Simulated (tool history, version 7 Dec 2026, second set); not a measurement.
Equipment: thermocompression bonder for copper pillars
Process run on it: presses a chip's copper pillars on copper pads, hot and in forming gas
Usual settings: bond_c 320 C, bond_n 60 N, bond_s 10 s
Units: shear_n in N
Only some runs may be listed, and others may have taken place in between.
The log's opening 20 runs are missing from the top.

run   hour  bond_c  bond_n  bond_s  hours of work since the heater was calibrated  hours of work since the force cell was calibrated  hours of work since the gas filter was changed  shear_n
 21  419.3     320      48       8                                            383                                                861                                              47     54.8
 22  430.9     320      48       8                                            393                                                870                                              56     54.7
 23  446.8     317      67       6                                            405                                                883                                              69     65.8
 24  470.3     317      39       6                                            424                                                901                                              87     36.5
 25  494.9     333      74      13                                            443                                                921                                             107    107.9
 26  514.1     333      74      13                                            459                                                936                                             122    108.1
 27  530.6     320      60      13                                            472                                                949                                             135     80.4
 28  554.6     320      60      13                                            491                                                968                                             154     79.6
 29  582.5     307      60      13                                            513                                                991                                             176     68.6
 30  604.7     300      55      10                                            531                                               1008                                             194     51.4
 31  619.4     318      60      27                                            542                                               1020                                             206       97
 32  642.2     320      57      11                                            561                                               1038                                             224     71.8
 33  668.7     341      71       5                                            582                                               1059                                             245     84.2
 34  684.7     349      60      10                                            594                                               1072                                             258     98.4
 35  704.2     323      37       7                                            610                                               1087                                             273     39.7
     712.9  -- forming gas filter changed
 36    719     323      37       7                                            621                                               1099                                               5     42.8
 37  733.9     323      37       7                                            633                                               1111                                              17     42.5
 38  760.6     323      37       5                                            654                                               1132                                              38     37.5
 39  779.7     307      60      25                                            669                                               1147                                              53       90

3 ways to go on from here, each from the tool as it stands after run 39. What would each give?
  A  799.6     320      60      13                                            685                                               1163                                              69        ?
  B  799.6     316      72      18                                            685                                               1163                                              69        ?
  C  799.6     314      57      10                                            685                                               1163                                              69        ?

run  shear_n
  A     84.7
  B      103
  C     68.3
Had the tool no hidden state, the same runs would have come out as:
run  shear_n
  A     76.1
  B     94.4
  C     60.4
